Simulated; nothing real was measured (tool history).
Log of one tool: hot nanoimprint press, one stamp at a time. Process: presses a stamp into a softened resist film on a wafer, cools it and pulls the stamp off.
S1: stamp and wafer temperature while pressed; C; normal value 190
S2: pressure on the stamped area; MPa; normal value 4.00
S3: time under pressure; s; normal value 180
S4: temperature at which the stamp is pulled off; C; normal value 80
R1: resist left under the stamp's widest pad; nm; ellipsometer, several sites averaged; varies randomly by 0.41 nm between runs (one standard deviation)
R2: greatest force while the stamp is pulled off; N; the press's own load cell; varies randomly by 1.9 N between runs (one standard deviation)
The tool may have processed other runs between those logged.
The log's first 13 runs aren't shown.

Run 14, hour 104.6: usual settings but S2 3.23 MPa. Result: R1 86.9 nm, R2 181 N.
Run 15, hour 109.2: usual settings but S2 3.23 MPa. Result: R1 87.1 nm, R2 184 N.
Run 16, hour 118.7: usual settings but S1 194 C, S2 5.69 MPa, S3 160 s, S4 84 C. Result: R1 59.8 nm, R2 177 N.
Run 17, hour 127.2: usual settings but S1 194 C, S2 3.27 MPa, S3 160 s, S4 84 C. Result: R1 79.7 nm, R2 176 N.
Run 18, hour 137.7: usual settings but S1 199 C. Result: R1 58.5 nm, R2 186 N.
Run 19, hour 145.4: usual settings but S2 2.50 MPa. Result: R1 98.9 nm, R2 185 N.
Run 20, hour 150.3: usual settings but S1 187 C, S2 3.17 MPa, S4 71 C. Result: R1 97.0 nm, R2 206 N.
Run 21, hour 159.9: usual settings but S2 4.46 MPa, S4 70 C. Result: R1 75.1 nm, R2 213 N.
At hour 163.5: plate thermocouple calibrated.
Run 22, hour 173.3: usual settings but S2 4.46 MPa, S4 70 C. Result: R1 74.7 nm, R2 214 N.
Run 23, hour 183.2: usual settings but S2 4.46 MPa, S4 70 C. Result: R1 75.8 nm, R2 209 N.
Run 24, hour 190.8: usual settings but S1 197 C, S2 3.77 MPa, S3 233 s, S4 88 C. Result: R1 58.2 nm, R2 168 N.
Run 25, hour 195.9: usual settings but S1 197 C, S2 3.77 MPa, S3 233 s, S4 88 C. Result: R1 59.1 nm, R2 170 N.
Run 26, hour 200.4: usual settings but S1 197 C, S2 3.77 MPa, S3 233 s, S4 88 C. Result: R1 58.6 nm, R2 173 N.
Run 27, hour 206.9: usual settings but S1 197 C, S2 3.77 MPa, S3 233 s, S4 88 C. Result: R1 58.5 nm, R2 172 N.
Run 28, hour 212.3: usual settings but S1 181 C, S2 3.77 MPa, S3 118 s, S4 83 C. Result: R1 126.2 nm, R2 182 N.
Run 29, hour 221.2: usual settings but S1 181 C, S2 3.77 MPa, S3 118 s, S4 83 C. Result: R1 126.9 nm, R2 183 N.
At hour 231.5: plate thermocouple calibrated, once more.
Run 30, hour 232.6: usual settings but S1 181 C, S2 3.77 MPa, S3 118 s, S4 83 C. Result: R1 121.9 nm, R2 178 N.

What if the next run were any one of these 3? Each begins from the tool's condition after run 30:
Run A, hour 242.3: usual settings but S1 199 C, S2 3.40 MPa, S3 118 s, S4 83 C. Result: R1 ?, R2 ?.
Run B, hour 242.3: usual settings but S1 178 C, S2 3.77 MPa, S3 249 s, S4 83 C. Result: R1 ?, R2 ?.
Run C, hour 242.3: usual settings but S1 181 C, S2 3.83 MPa, S3 118 s, S4 83 C. Result: R1 ?, R2 ?.

run     R1   R2
  A   73.0  182
  B  105.4  179
  C  119.5  180
Without the tool's hidden state the same runs would have given:
run     R1   R2
  A   72.6  165
  B  104.8  163
  C  118.8  164
